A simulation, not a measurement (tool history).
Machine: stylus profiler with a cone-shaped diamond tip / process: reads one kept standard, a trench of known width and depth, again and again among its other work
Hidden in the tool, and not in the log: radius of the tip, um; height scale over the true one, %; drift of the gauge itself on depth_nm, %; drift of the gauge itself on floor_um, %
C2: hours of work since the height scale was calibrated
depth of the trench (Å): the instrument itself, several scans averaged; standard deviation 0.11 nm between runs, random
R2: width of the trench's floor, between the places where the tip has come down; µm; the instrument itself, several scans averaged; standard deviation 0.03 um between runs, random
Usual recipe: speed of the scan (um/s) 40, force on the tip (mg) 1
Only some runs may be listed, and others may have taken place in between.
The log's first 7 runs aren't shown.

{"run": 8, "hour": 181.8, "speed of the scan (um/s)": 40, "force on the tip (mg)": 1, "scans with this tip": 5483, "C2": 681, "depth of the trench (Å)": 2021.1, "R2": 47.78}
{"run": 9, "hour": 214.6, "speed of the scan (um/s)": 40, "force on the tip (mg)": 1, "scans with this tip": 5644, "C2": 701, "depth of the trench (Å)": 2018.5, "R2": 47.78}
{"run": 10, "hour": 240.3, "speed of the scan (um/s)": 106, "force on the tip (mg)": 1, "scans with this tip": 5771, "C2": 717, "depth of the trench (Å)": 2019.3, "R2": 47.38}
{"run": 11, "hour": 271.8, "speed of the scan (um/s)": 106, "force on the tip (mg)": 1, "scans with this tip": 5926, "C2": 736, "depth of the trench (Å)": 2017.8, "R2": 47.41}
{"run": 12, "hour": 293.4, "speed of the scan (um/s)": 106, "force on the tip (mg)": 1, "scans with this tip": 6033, "C2": 749, "depth of the trench (Å)": 2018.5, "R2": 47.44}
{"run": 13, "hour": 317.6, "speed of the scan (um/s)": 106, "force on the tip (mg)": 1, "scans with this tip": 6152, "C2": 764, "depth of the trench (Å)": 2016.9, "R2": 47.41}
{"run": 14, "hour": 337.4, "speed of the scan (um/s)": 18, "force on the tip (mg)": 1, "scans with this tip": 6250, "C2": 776, "depth of the trench (Å)": 2017.1, "R2": 47.91}
{"run": 15, "hour": 359.1, "speed of the scan (um/s)": 18, "force on the tip (mg)": 1, "scans with this tip": 6356, "C2": 789, "depth of the trench (Å)": 2016.9, "R2": 47.91}
{"run": 16, "hour": 382.4, "speed of the scan (um/s)": 18, "force on the tip (mg)": 1, "scans with this tip": 6471, "C2": 803, "depth of the trench (Å)": 2018, "R2": 47.93}
{"run": 17, "hour": 412.5, "speed of the scan (um/s)": 116, "force on the tip (mg)": 0.73, "scans with this tip": 6619, "C2": 822, "depth of the trench (Å)": 2015.4, "R2": 47.26}
{"run": 18, "hour": 433.9, "speed of the scan (um/s)": 116, "force on the tip (mg)": 0.73, "scans with this tip": 6725, "C2": 835, "depth of the trench (Å)": 2013.7, "R2": 47.24}
{"run": 19, "hour": 447.8, "speed of the scan (um/s)": 22, "force on the tip (mg)": 2.54, "scans with this tip": 6793, "C2": 843, "depth of the trench (Å)": 2034.2, "R2": 47.89}
{"run": 20, "hour": 468.0, "speed of the scan (um/s)": 22, "force on the tip (mg)": 2.54, "scans with this tip": 6893, "C2": 856, "depth of the trench (Å)": 2032.5, "R2": 47.95}
{"run": 21, "hour": 486.9, "speed of the scan (um/s)": 22, "force on the tip (mg)": 2.54, "scans with this tip": 6986, "C2": 867, "depth of the trench (Å)": 2032, "R2": 47.94}
{"run": 22, "hour": 513.9, "speed of the scan (um/s)": 110, "force on the tip (mg)": 2.54, "scans with this tip": 7119, "C2": 884, "depth of the trench (Å)": 2034.7, "R2": 47.63}
{"run": 23, "hour": 534.6, "speed of the scan (um/s)": 110, "force on the tip (mg)": 2.54, "scans with this tip": 7221, "C2": 897, "depth of the trench (Å)": 2034.3, "R2": 47.6}
{"run": 24, "hour": 561.3, "speed of the scan (um/s)": 110, "force on the tip (mg)": 2.54, "scans with this tip": 7353, "C2": 913, "depth of the trench (Å)": 2034.8, "R2": 47.61}
{"run": 25, "hour": 591.8, "speed of the scan (um/s)": 110, "force on the tip (mg)": 2.54, "scans with this tip": 7503, "C2": 932, "depth of the trench (Å)": 2034.5, "R2": 47.64}
{"run": 26, "hour": 612.4, "speed of the scan (um/s)": 110, "force on the tip (mg)": 2.54, "scans with this tip": 7605, "C2": 944, "depth of the trench (Å)": 2034.6, "R2": 47.66}
{"run": 27, "hour": 630.4, "speed of the scan (um/s)": 26, "force on the tip (mg)": 1.07, "scans with this tip": 7693, "C2": 955, "depth of the trench (Å)": 2020.6, "R2": 47.9}

Run 28, settings as shown, results not yet in. Your forecast:
{"run": 28, "hour": 662.1, "speed of the scan (um/s)": 15, "force on the tip (mg)": 0.37, "scans with this tip": 7849, "C2": 975, "depth of the trench (Å)": "?", "R2": "?"}

Run 28 came out at depth of the trench (Å) 2010, R2 47.88 µm.
With no hidden state in the tool, this same run would have given depth of the trench (Å) 2010.2, R2 47.89 µm.
